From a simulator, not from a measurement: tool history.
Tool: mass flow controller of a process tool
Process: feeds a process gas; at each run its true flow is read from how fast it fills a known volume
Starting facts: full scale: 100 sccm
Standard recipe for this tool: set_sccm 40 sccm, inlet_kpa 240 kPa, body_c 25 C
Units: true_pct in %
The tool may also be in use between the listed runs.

Run 1, hour 0: usual settings. Result: true_pct 97.82 %.
Run 2, hour 257.2: usual settings but body_c 33 C. Result: true_pct 97.44 %.
Run 3, hour 448.7: usual settings but body_c 33 C. Result: true_pct 97.38 %.
Run 4, hour 585.8: usual settings but body_c 33 C. Result: true_pct 97.34 %.
Run 5, hour 765.8: usual settings but body_c 33 C. Result: true_pct 97.34 %.
Run 6, hour 975.1: usual settings but body_c 33 C. Result: true_pct 97.27 %.
Run 7, hour 1226.2: usual settings but body_c 33 C. Result: true_pct 97.11 %.
Run 8, hour 1465.8: usual settings. Result: true_pct 97.71 %.
Run 9, hour 1678.3: usual settings but inlet_kpa 245 kPa. Result: true_pct 97.7 %.
Run 10, hour 1823.3: usual settings. Result: true_pct 97.66 %.
Run 11, hour 2003.9: usual settings. Result: true_pct 97.68 %.
Run 12, hour 2165.2: usual settings. Result: true_pct 97.62 %.
Run 13, hour 2395.1: usual settings. Result: true_pct 97.57 %.
Run 14, hour 2523.3: usual settings. Result: true_pct 97.53 %.
Run 15, hour 2774.3: usual settings. Result: true_pct 97.59 %.
Run 16, hour 3013.6: usual settings. Result: true_pct 97.43 %.
At hour 3038: controller's zero set anew.
Run 17, hour 3152.8: usual settings but set_sccm 88 sccm, inlet_kpa 242 kPa, body_c 28 C. Result: true_pct 98.97 %.
Run 18, hour 3294.4: usual settings but set_sccm 88 sccm, inlet_kpa 242 kPa, body_c 28 C. Result: true_pct 98.95 %.
Run 19, hour 3454.9: usual settings but set_sccm 11 sccm, inlet_kpa 150 kPa, body_c 22 C. Result: true_pct 95.29 %.
Run 20, hour 3677.4: usual settings but set_sccm 11 sccm, inlet_kpa 150 kPa, body_c 22 C. Result: true_pct 95.22 %.
Run 21, hour 3879.3: usual settings but set_sccm 31 sccm, inlet_kpa 191 kPa, body_c 27 C. Result: true_pct 96.62 %.
Run 22, hour 4102: usual settings but set_sccm 31 sccm, inlet_kpa 191 kPa, body_c 27 C. Result: true_pct 96.79 %.
Run 23, hour 4358: usual settings but set_sccm 26 sccm, inlet_kpa 219 kPa, body_c 29 C. Result: true_pct 96.35 %.
At hour 4414.2: controller's zero set anew, once more.
Run 24, hour 4599.1: usual settings but set_sccm 63 sccm, inlet_kpa 239 kPa, body_c 29 C. Result: true_pct 98.24 %.
Run 25, hour 4848.3: usual settings but set_sccm 13 sccm, inlet_kpa 261 kPa. Result: true_pct 96.95 %.
Run 26, hour 5070.2: usual settings but inlet_kpa 153 kPa. Result: true_pct 97.34 %.
Run 27, hour 5307.4: usual settings but inlet_kpa 153 kPa. Result: true_pct 97.25 %.
Run 28, hour 5515.1: usual settings but inlet_kpa 153 kPa. Result: true_pct 97.29 %.
Run 29, hour 5634.5: usual settings but set_sccm 11 sccm, inlet_kpa 222 kPa, body_c 30 C. Result: true_pct 96.29 %.
Run 30, hour 5760.4: usual settings but set_sccm 18 sccm, inlet_kpa 222 kPa, body_c 30 C. Result: true_pct 96.67 %.
Run 31, hour 5905.2: usual settings but set_sccm 68 sccm, inlet_kpa 250 kPa, body_c 30 C. Result: true_pct 98.27 %.

Results per run with the tool's hidden condition removed, run-to-run variation unchanged:
The hidden state here: flow at rest that the sensor doesn't see, % of full scale; true flow over the shown one, %; drift of the gauge itself on true_pct, %.
run  true_pct
  1     98.32
  2     97.96
  3     97.92
  4     97.89
  5      97.9
  6     97.85
  7     97.71
  8     98.34
  9     98.34
 10     98.32
 11     98.35
 12      98.3
 13     98.27
 14     98.24
 15     98.33
 16     98.19
 17     99.65
 18     99.64
 19     97.19
 20     97.16
 21     97.67
 22     97.86
 23     97.55
 24     98.83
 25     97.61
 26     97.97
 27      97.9
 28     97.96
 29     97.11
 30     97.42
 31     98.94

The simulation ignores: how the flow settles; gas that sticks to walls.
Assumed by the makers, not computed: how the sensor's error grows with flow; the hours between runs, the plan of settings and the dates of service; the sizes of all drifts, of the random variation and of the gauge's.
